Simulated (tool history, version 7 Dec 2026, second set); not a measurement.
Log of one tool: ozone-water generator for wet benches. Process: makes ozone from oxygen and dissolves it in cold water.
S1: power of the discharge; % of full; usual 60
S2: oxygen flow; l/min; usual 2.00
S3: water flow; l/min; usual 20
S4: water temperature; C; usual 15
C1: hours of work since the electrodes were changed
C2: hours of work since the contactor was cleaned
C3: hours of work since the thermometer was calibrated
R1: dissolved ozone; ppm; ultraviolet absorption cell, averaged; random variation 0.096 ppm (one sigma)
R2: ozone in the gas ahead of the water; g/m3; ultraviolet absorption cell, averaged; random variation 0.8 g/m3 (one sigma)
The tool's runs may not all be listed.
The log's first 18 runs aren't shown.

{"run": 19, "hour": 745.3, "S1": 62, "S2": 2.0, "S3": 26, "S4": 15, "C1": 2060, "C2": 663, "C3": 560, "R1": 5.83, "R2": 122.6}
{"run": 20, "hour": 798.6, "S1": 86, "S2": 2.02, "S3": 13, "S4": 13, "C1": 2101, "C2": 704, "C3": 601, "R1": 15.06, "R2": 164.4}
{"run": 21, "hour": 822.6, "S1": 74, "S2": 3.15, "S3": 14, "S4": 12, "C1": 2120, "C2": 723, "C3": 620, "R1": 13.17, "R2": 115.8}
{"run": 22, "hour": 868.4, "S1": 60, "S2": 2.0, "S3": 20, "S4": 9, "C1": 2155, "C2": 758, "C3": 655, "R1": 7.6, "R2": 121.6}
{"run": 23, "hour": 914.1, "S1": 60, "S2": 1.2, "S3": 15, "S4": 9, "C1": 2190, "C2": 793, "C3": 690, "R1": 8.28, "R2": 155.9}
{"run": 24, "hour": 967.2, "S1": 52, "S2": 3.16, "S3": 24, "S4": 15, "C1": 2231, "C2": 834, "C3": 731, "R1": 6.1, "R2": 84.3}
{"run": 25, "hour": 1021.3, "S1": 80, "S2": 2.0, "S3": 20, "S4": 15, "C1": 2272, "C2": 875, "C3": 772, "R1": 9.36, "R2": 155.1}
{"run": 26, "hour": 1066.6, "S1": 80, "S2": 2.0, "S3": 20, "S4": 15, "C1": 2307, "C2": 910, "C3": 807, "R1": 9.24, "R2": 153.3}
{"run": 27, "hour": 1093.5, "S1": 44, "S2": 3.48, "S3": 20, "S4": 15, "C1": 2328, "C2": 931, "C3": 828, "R1": 6.11, "R2": 67.2}
{"run": 28, "hour": 1125.7, "S1": 44, "S2": 2.55, "S3": 13, "S4": 15, "C1": 2353, "C2": 956, "C3": 853, "R1": 8.19, "R2": 80.1}
{"run": 29, "hour": 1175.8, "S1": 48, "S2": 2.55, "S3": 13, "S4": 15, "C1": 2391, "C2": 994, "C3": 891, "R1": 8.82, "R2": 87.3}
{"run": 30, "hour": 1214.3, "S1": 48, "S2": 2.55, "S3": 30, "S4": 14, "C1": 2421, "C2": 1024, "C3": 921, "R1": 4.32, "R2": 86.8}
{"run": 31, "hour": 1249.1, "S1": 60, "S2": 1.11, "S3": 20, "S4": 15, "C1": 2448, "C2": 1051, "C3": 948, "R1": 6.04, "R2": 161.0}
{"run": 32, "hour": 1275.5, "S1": 60, "S2": 1.11, "S3": 20, "S4": 15, "C1": 2468, "C2": 1071, "C3": 968, "R1": 6.02, "R2": 159.1}

5 ways to go on from here, each from the tool as it stands after run 32. What would each give?
{"run": "A", "hour": 1304.0, "S1": 40, "S2": 3.48, "S3": 20, "S4": 14, "C1": 2490, "C2": 1093, "C3": 990, "R1": "?", "R2": "?"}
{"run": "B", "hour": 1304.0, "S1": 60, "S2": 2.53, "S3": 20, "S4": 9, "C1": 2490, "C2": 1093, "C3": 990, "R1": "?", "R2": "?"}
{"run": "C", "hour": 1304.0, "S1": 60, "S2": 2.0, "S3": 20, "S4": 20, "C1": 2490, "C2": 1093, "C3": 990, "R1": "?", "R2": "?"}
{"run": "D", "hour": 1304.0, "S1": 60, "S2": 1.11, "S3": 20, "S4": 9, "C1": 2490, "C2": 1093, "C3": 990, "R1": "?", "R2": "?"}
{"run": "E", "hour": 1304.0, "S1": 60, "S2": 2.0, "S3": 20, "S4": 14, "C1": 2490, "C2": 1093, "C3": 990, "R1": "?", "R2": "?"}

run=A R1=5.85 R2=63.0
run=B R1=8.16 R2=106.1
run=C R1=6.67 R2=118.2
run=D R1=6.12 R2=159.8
run=E R1=7.01 R2=118.3
Without the tool's hidden state the same runs would have given:
run=A R1=6.17 R2=64.9
run=B R1=8.80 R2=111.9
run=C R1=7.22 R2=124.6
run=D R1=6.61 R2=168.4
run=E R1=7.59 R2=124.7

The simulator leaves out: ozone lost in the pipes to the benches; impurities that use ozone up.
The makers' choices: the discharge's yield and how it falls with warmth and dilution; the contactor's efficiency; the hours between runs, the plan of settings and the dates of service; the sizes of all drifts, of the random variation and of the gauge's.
